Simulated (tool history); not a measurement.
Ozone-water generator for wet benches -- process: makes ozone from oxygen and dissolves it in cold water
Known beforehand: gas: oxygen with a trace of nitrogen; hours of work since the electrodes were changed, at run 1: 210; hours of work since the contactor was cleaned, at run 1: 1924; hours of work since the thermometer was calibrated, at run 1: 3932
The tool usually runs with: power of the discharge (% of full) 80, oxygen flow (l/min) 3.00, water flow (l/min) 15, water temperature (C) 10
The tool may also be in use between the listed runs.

run,hour,power of the discharge (% of full),oxygen flow (l/min),water flow (l/min),water temperature (C),hours of work since the electrodes were changed,hours of work since the contactor was cleaned,hours of work since the thermometer was calibrated,dissolved ozone (ppm),ozone in the gas ahead of the water (g/m3)
1,0.0,80,3.00,15,10,210,1924,3932,28.1,308.4
2,82.8,80,3.00,15,10,293,2007,4015,28.1,311.1
3,144.2,80,3.00,15,10,354,2068,4076,28.0,306.1
4,226.7,80,3.00,15,10,437,2151,4159,27.8,310.1
# hour 278.7: water thermometer calibrated
5,329.0,80,3.00,15,16,539,2252,50,26.6,310.7
6,403.3,80,3.00,15,16,613,2327,125,26.0,308.8
7,458.2,80,3.00,18,10,668,2382,179,23.3,312.0
8,515.6,80,3.00,18,10,725,2439,237,23.3,309.1
9,576.0,80,3.00,15,10,785,2499,297,28.0,312.1
10,698.9,80,3.00,15,10,908,2622,420,28.5,310.1
11,765.9,80,3.00,15,10,975,2689,487,28.0,314.8
12,820.4,89,3.05,21,11,1030,2744,541,21.6,339.3
13,896.1,80,4.84,15,10,1105,2819,617,27.8,233.2
14,952.2,55,2.23,16,5,1162,2875,673,19.4,275.8
15,1033.4,55,5.03,10,5,1243,2957,754,30.5,168.1
16,1090.2,55,5.03,10,5,1300,3013,811,30.2,167.1
17,1147.2,91,3.00,15,12,1356,3070,868,30.2,348.4
18,1238.1,80,3.00,21,10,1447,3161,959,20.1,315.7
19,1342.0,76,3.00,21,10,1551,3265,1063,19.0,302.2
20,1407.8,76,3.00,21,10,1617,3331,1129,19.1,303.9

Each run again, without the hidden state but with its own random variation kept:
Unlogged tool condition in this case: yield of the discharge, % of new electrodes'; contactor's efficiency, % of a clean one's; true water temperature over the reading, C; drift of the gauge itself on ozone_ppm, %; drift of the gauge itself on gas_g_m3, %.
run,ozone in the gas ahead of the water (g/m3)
1,308.4
2,310.7
3,305.4
4,309.0
5,309.1
6,306.8
7,309.7
8,306.5
9,309.2
10,306.7
11,310.9
12,334.9
13,229.9
14,271.6
15,165.3
16,164.2
17,342.1
18,309.5
19,295.8
20,297.2
dissolved ozone (ppm): within 0.1 of the measured result in every run.
